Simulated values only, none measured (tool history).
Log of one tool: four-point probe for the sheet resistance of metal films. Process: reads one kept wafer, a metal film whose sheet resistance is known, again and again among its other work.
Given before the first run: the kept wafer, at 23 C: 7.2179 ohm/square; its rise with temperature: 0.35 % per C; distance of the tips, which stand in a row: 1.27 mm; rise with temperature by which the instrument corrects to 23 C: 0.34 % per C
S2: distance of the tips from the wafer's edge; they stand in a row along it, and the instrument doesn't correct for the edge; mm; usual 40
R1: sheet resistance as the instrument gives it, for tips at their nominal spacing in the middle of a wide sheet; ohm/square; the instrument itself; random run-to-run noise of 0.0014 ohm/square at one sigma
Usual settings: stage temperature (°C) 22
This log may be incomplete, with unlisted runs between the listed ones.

run 1 hour=0 | stage_temperature_(°C)=22 S2=40 | R1=7.178081
run 2 hour=18.4 | stage_temperature_(°C)=22 S2=40 | R1=7.17562
run 3 hour=47.2 | stage_temperature_(°C)=22 S2=40 | R1=7.18001
run 4 hour=59.8 | stage_temperature_(°C)=22 S2=40 | R1=7.179603
run 5 hour=86.8 | stage_temperature_(°C)=22 S2=40 | R1=7.177359
run 6 hour=103.9 | stage_temperature_(°C)=22 S2=40 | R1=7.174414
run 7 hour=129.2 | stage_temperature_(°C)=22 S2=40 | R1=7.176478
run 8 hour=142.2 | stage_temperature_(°C)=21 S2=7 | R1=7.295924
run 9 hour=169 | stage_temperature_(°C)=35 S2=17 | R1=7.198471
run 10 hour=189.7 | stage_temperature_(°C)=28 S2=6 | R1=7.343483
run 11 hour=204.2 | stage_temperature_(°C)=30 S2=35 | R1=7.18063

What will run 12 give?
run 12 hour=232.7 | stage_temperature_(°C)=22 S2=5 | R1=?

Logged for run 12: R1 7.413202 ohm/square.
Were there no unlogged condition in the tool, this run, its random variation unchanged, would have produced R1 7.462043 ohm/square.
